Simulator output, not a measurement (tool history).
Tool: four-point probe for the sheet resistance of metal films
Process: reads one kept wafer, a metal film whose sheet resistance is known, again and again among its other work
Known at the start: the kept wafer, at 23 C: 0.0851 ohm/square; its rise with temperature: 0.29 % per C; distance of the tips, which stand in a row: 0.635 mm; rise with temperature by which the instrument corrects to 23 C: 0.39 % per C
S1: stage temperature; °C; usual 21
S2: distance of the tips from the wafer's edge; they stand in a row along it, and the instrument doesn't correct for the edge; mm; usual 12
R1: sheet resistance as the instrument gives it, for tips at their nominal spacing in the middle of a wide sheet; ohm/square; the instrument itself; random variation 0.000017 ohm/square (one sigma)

Run 1, day 0.000: usual settings. Result: R1 0.084920 ohm/square.
Run 2, day 1.212: usual settings. Result: R1 0.084931 ohm/square.
Run 3, day 1.833: usual settings. Result: R1 0.084875 ohm/square.
Run 4, day 2.658: usual settings but S1 24 °C. Result: R1 0.084679 ohm/square.
Run 5, day 3.762: usual settings but S1 24 °C. Result: R1 0.084681 ohm/square.
Run 6, day 4.371: usual settings but S1 25 °C, S2 32 mm. Result: R1 0.084478 ohm/square.
Run 7, day 5.362: usual settings but S1 20 °C, S2 3 mm. Result: R1 0.086885 ohm/square.
Run 8, day 6.071: usual settings but S1 25 °C, S2 66 mm. Result: R1 0.084467 ohm/square.
Run 9, day 6.812: usual settings but S1 25 °C, S2 7 mm. Result: R1 0.084816 ohm/square.
Run 10, day 7.546: usual settings but S2 19 mm. Result: R1 0.084828 ohm/square.

Forecast each of these 4 alternatives for the next run:
Run A, day 8.233: usual settings but S1 24 °C, S2 9 mm. Result: R1 ?.
Run B, day 8.233: usual settings but S1 26 °C. Result: R1 ?.
Run C, day 8.233: usual settings. Result: R1 ?.
Run D, day 8.233: usual settings but S1 28 °C. Result: R1 ?.

run        R1
  A  0.084788
  B  0.084487
  C  0.084894
  D  0.084342
Without the tool's hidden state the same runs would have given:
run        R1
  A  0.085274
  B  0.084972
  C  0.085382
  D  0.084826
